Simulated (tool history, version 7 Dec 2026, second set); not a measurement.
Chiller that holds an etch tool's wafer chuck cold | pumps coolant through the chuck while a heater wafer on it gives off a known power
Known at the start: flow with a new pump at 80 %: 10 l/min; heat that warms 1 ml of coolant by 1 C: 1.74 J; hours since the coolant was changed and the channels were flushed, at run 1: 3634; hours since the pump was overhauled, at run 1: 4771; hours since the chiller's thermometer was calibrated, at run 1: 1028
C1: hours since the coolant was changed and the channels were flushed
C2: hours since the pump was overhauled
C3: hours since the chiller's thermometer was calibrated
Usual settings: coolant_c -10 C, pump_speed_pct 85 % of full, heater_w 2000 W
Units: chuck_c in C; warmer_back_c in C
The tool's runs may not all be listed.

Run 1, hour 0.0: usual settings; C1 3634; C2 4771; C3 1028. Result: chuck_c 6.3 C, warmer_back_c 6.41 C.
At hour 118.3: coolant changed, channels flushed.
Run 2, hour 149.1: usual settings but heater_w 2213 W; C1 31; C2 4914; C3 1172. Result: chuck_c 8.2 C, warmer_back_c 7.07 C.
Run 3, hour 245.0: usual settings but heater_w 2213 W; C1 127; C2 5010; C3 1267. Result: chuck_c 8.0 C, warmer_back_c 7.17 C.
Run 4, hour 364.7: usual settings; C1 246; C2 5130; C3 1387. Result: chuck_c 6.3 C, warmer_back_c 6.48 C.
Run 5, hour 451.9: usual settings but pump_speed_pct 81 % of full; C1 334; C2 5217; C3 1474. Result: chuck_c 7.0 C, warmer_back_c 6.88 C.
Run 6, hour 618.2: usual settings but pump_speed_pct 81 % of full; C1 500; C2 5383; C3 1641. Result: chuck_c 7.0 C, warmer_back_c 6.94 C.
Run 7, hour 736.1: usual settings but pump_speed_pct 81 % of full; C1 618; C2 5501; C3 1759. Result: chuck_c 7.0 C, warmer_back_c 6.94 C.
Run 8, hour 835.6: usual settings; C1 717; C2 5600; C3 1858. Result: chuck_c 6.3 C, warmer_back_c 6.50 C.
Run 9, hour 971.3: usual settings; C1 853; C2 5736; C3 1994. Result: chuck_c 6.2 C, warmer_back_c 6.51 C.
Run 10, hour 1117.1: usual settings; C1 999; C2 5882; C3 2140. Result: chuck_c 6.2 C, warmer_back_c 6.60 C.
Run 11, hour 1213.3: usual settings; C1 1095; C2 5978; C3 2236. Result: chuck_c 6.2 C, warmer_back_c 6.63 C.
Run 12, hour 1352.7: usual settings; C1 1234; C2 6118; C3 2375. Result: chuck_c 6.3 C, warmer_back_c 6.63 C.
Run 13, hour 1488.9: usual settings but heater_w 2514 W; C1 1371; C2 6254; C3 2511. Result: chuck_c 10.6 C, warmer_back_c 8.26 C.
Run 14, hour 1564.5: usual settings but heater_w 2514 W; C1 1446; C2 6329; C3 2587. Result: chuck_c 10.5 C, warmer_back_c 8.28 C.
At hour 1661.4: coolant pump overhauled.
Run 15, hour 1668.4: usual settings but heater_w 2514 W; C1 1545; C2 7; C3 2686. Result: chuck_c 10.5 C, warmer_back_c 8.34 C.
Run 16, hour 1796.0: usual settings but coolant_c -15 C, pump_speed_pct 75 % of full, heater_w 1961 W; C1 1673; C2 135; C3 2813. Result: chuck_c 3.2 C, warmer_back_c 7.40 C.
Run 17, hour 1934.6: usual settings but coolant_c -15 C, pump_speed_pct 64 % of full, heater_w 1413 W; C1 1811; C2 273; C3 2952. Result: chuck_c 0.3 C, warmer_back_c 6.47 C.
Run 18, hour 2053.4: usual settings but coolant_c -15 C, pump_speed_pct 64 % of full, heater_w 1413 W; C1 1930; C2 392; C3 3071. Result: chuck_c 0.1 C, warmer_back_c 6.45 C.
Run 19, hour 2159.4: usual settings but pump_speed_pct 63 % of full, heater_w 1033 W; C1 2036; C2 498; C3 3177. Result: chuck_c 1.3 C, warmer_back_c 4.89 C.
Run 20, hour 2275.8: usual settings but pump_speed_pct 67 % of full, heater_w 1033 W; C1 2152; C2 614; C3 3293. Result: chuck_c 0.6 C, warmer_back_c 4.60 C.
Run 21, hour 2350.3: usual settings but pump_speed_pct 67 % of full, heater_w 1033 W; C1 2227; C2 689; C3 3368. Result: chuck_c 0.5 C, warmer_back_c 4.57 C.
Run 22, hour 2501.9: usual settings but heater_w 2243 W; C1 2379; C2 841; C3 3519. Result: chuck_c 8.3 C, warmer_back_c 7.50 C.
Run 23, hour 2594.3: usual settings but coolant_c -4 C, pump_speed_pct 87 % of full, heater_w 2243 W; C1 2471; C2 933; C3 3612. Result: chuck_c 13.8 C, warmer_back_c 7.29 C.
Run 24, hour 2692.6: usual settings but coolant_c -1 C, pump_speed_pct 71 % of full, heater_w 1842 W; C1 2569; C2 1031; C3 3710. Result: chuck_c 16.8 C, warmer_back_c 7.52 C.
Run 25, hour 2819.4: usual settings but coolant_c -1 C, pump_speed_pct 71 % of full, heater_w 1842 W; C1 2696; C2 1158; C3 3837. Result: chuck_c 17.0 C, warmer_back_c 7.53 C.
Run 26, hour 2971.8: usual settings but coolant_c -6 C, pump_speed_pct 71 % of full, heater_w 2828 W; C1 2848; C2 1310; C3 3989. Result: chuck_c 21.5 C, warmer_back_c 11.42 C.
Run 27, hour 3097.3: usual settings but coolant_c -6 C, pump_speed_pct 96 % of full, heater_w 2828 W; C1 2974; C2 1436; C3 4115. Result: chuck_c 14.4 C, warmer_back_c 8.29 C.

Forecast each of these 5 alternatives for the next run:
Run A, hour 3174.1: usual settings but coolant_c -7 C, pump_speed_pct 62 % of full, heater_w 2968 W; C1 3051; C2 1513; C3 4192. Result: chuck_c ?, warmer_back_c ?.
Run B, hour 3174.1: usual settings but coolant_c -12 C, pump_speed_pct 69 % of full; C1 3051; C2 1513; C3 4192. Result: chuck_c ?, warmer_back_c ?.
Run C, hour 3174.1: usual settings but coolant_c -6 C, pump_speed_pct 96 % of full, heater_w 1758 W; C1 3051; C2 1513; C3 4192. Result: chuck_c ?, warmer_back_c ?.
Run D, hour 3174.1: usual settings but coolant_c -2 C, pump_speed_pct 69 % of full, heater_w 2828 W; C1 3051; C2 1513; C3 4192. Result: chuck_c ?, warmer_back_c ?.
Run E, hour 3174.1: usual settings but pump_speed_pct 66 % of full, heater_w 2729 W; C1 3051; C2 1513; C3 4192. Result: chuck_c ?, warmer_back_c ?.

run  chuck_c  warmer_back_c
  A     26.0          13.96
  B      8.1           8.42
  C      6.9           5.30
  D     26.4          11.88
  E     18.5          11.99
Without the tool's hidden state the same runs would have given:
run  chuck_c  warmer_back_c
  A     26.0          13.63
  B      8.1           8.10
  C      6.9           4.98
  D     26.4          11.56
  E     18.5          11.66
